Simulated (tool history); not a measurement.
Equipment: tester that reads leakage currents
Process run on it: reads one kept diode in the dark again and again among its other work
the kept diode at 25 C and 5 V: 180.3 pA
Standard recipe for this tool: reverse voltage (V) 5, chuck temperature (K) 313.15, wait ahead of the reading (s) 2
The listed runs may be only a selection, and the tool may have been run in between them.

| run | hour | reverse voltage (V) | chuck temperature (K) | wait ahead of the reading (s) | current that the tester gives (pA) |
|---|---|---|---|---|---|
| 1 | 0 | 5 | 313.15 | 2 | 660.52 |
| 2 | 128.9 | 10.13 | 313.15 | 2 | 985.35 |
| 3 | 284 | 3.96 | 313.15 | 2 | 569.71 |
| 4 | 356.3 | 3.96 | 313.15 | 2 | 567.55 |
|  | 467.3 | tester calibrated |
| 5 | 467.3 | 5 | 313.15 | 2 | 650.26 |
| 6 | 611.4 | 5 | 313.15 | 2 | 646.54 |
| 7 | 691.2 | 5 | 313.15 | 3.09 | 641.82 |
| 8 | 769.7 | 5 | 313.15 | 2 | 643.03 |
|  | 786.2 | probe card cleaned and baked |
| 9 | 917.7 | 5 | 313.15 | 2 | 640.05 |
| 10 | 1011.4 | 5 | 313.15 | 2 | 638.35 |
| 11 | 1105.9 | 2.58 | 329.15 | 0.45 | 1549.01 |
| 12 | 1194.1 | 4.93 | 315.15 | 1.49 | 739.2 |
| 13 | 1350.1 | 4.93 | 315.15 | 1.49 | 739.45 |
|  | 1423.9 | probe card cleaned and baked, once more |
| 14 | 1508.7 | 4.93 | 315.15 | 1.49 | 723.68 |
| 15 | 1603.1 | 4.93 | 315.15 | 8.35 | 722.18 |
| 16 | 1701.7 | 1.77 | 311.15 | 1.07 | 283.08 |
| 17 | 1772.7 | 1.8 | 300.15 | 1.12 | 107.13 |
| 18 | 1878.7 | 19.09 | 313.15 | 2 | 1318.54 |
| 19 | 2006.5 | 1.44 | 313.15 | 0.68 | 294.33 |

4 ways to go on from here, each from the tool as it stands after run 19. What would each give?
|  | 2020.7 | chuck's temperature calibrated |
| A | 2079.8 | 4.32 | 304.15 | 2 | ? |
|  | 2020.7 | chuck's temperature calibrated |
| B | 2079.8 | 5 | 311.15 | 1.68 | ? |
|  | 2020.7 | chuck's temperature calibrated |
| C | 2079.8 | 2.91 | 320.15 | 1.64 | ? |
|  | 2020.7 | chuck's temperature calibrated |
| D | 2079.8 | 5 | 294.15 | 0.38 | ? |

| run | current that the tester gives (pA) |
|---|---|
| A | 288.67 |
| B | 575.6 |
| C | 888.4 |
| D | 128.81 |
Take away the tool's hidden state, keep each run's random variation, and the runs would have read:
| run | current that the tester gives (pA) |
|---|---|
| A | 286.06 |
| B | 572.59 |
| C | 886.75 |
| D | 125.86 |
